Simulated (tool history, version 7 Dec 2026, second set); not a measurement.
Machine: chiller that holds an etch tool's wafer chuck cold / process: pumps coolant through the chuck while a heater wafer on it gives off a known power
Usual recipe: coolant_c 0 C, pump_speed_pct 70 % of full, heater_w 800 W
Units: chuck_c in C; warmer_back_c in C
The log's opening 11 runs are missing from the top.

run	hour	coolant_c	pump_speed_pct	heater_w	hours since the coolant was changed and the channels were flushed	hours since the pump was overhauled	hours since the chiller's thermometer was calibrated	chuck_c	warmer_back_c
# hour 365.5: coolant changed, channels flushed
12	370.8	0	70	800	5	1232	674	5.58	2.41
13	408.1	0	62	800	43	1269	711	5.94	2.70
14	436.3	0	62	800	71	1297	740	6.08	2.71
15	468.2	0	70	800	103	1329	772	5.69	2.47
16	491.6	0	70	800	126	1352	795	5.62	2.42
17	512.9	4	67	611	147	1374	816	8.52	1.90
18	555.1	6	91	811	190	1416	858	10.84	1.87
19	576.5	5	74	662	211	1437	880	9.54	1.92
20	604.0	4	70	1124	238	1465	907	11.90	3.39
21	635.0	10	70	917	269	1496	938	16.66	2.75
22	665.0	6	70	971	299	1526	968	12.86	2.91
23	697.8	6	70	971	332	1559	1001	13.00	2.92
24	719.8	6	70	971	354	1581	1023	12.82	2.95
25	754.7	-5	70	440	389	1615	1058	-1.97	1.29
26	773.1	-9	70	827	408	1634	1076	-3.15	2.46
27	803.6	-9	70	827	438	1664	1107	-3.20	2.48
28	838.8	2	95	800	473	1700	1142	6.89	1.81
29	862.4	-6	60	405	497	1723	1166	-3.00	1.40
30	883.4	-7	66	800	518	1744	1187	-1.18	2.48
31	926.1	9	68	492	561	1787	1229	12.32	1.50
32	949.9	-5	70	837	584	1811	1253	0.80	2.52

Here are 4 independent what-if runs from the current tool condition. What would each one return?
A	978.3	-5	87	1026	613	1839	1282	?	?
B	978.3	4	60	1031	613	1839	1282	?	?
C	978.3	5	70	837	613	1839	1282	?	?
D	978.3	5	70	837	613	1839	1282	?	?

run	chuck_c	warmer_back_c
A	1.36	2.49
B	11.92	3.57
C	10.89	2.54
D	10.92	2.49
With no hidden state in the tool, these same runs would have given:
run	chuck_c	warmer_back_c
A	1.36	2.49
B	11.93	3.57
C	10.90	2.54
D	10.92	2.49
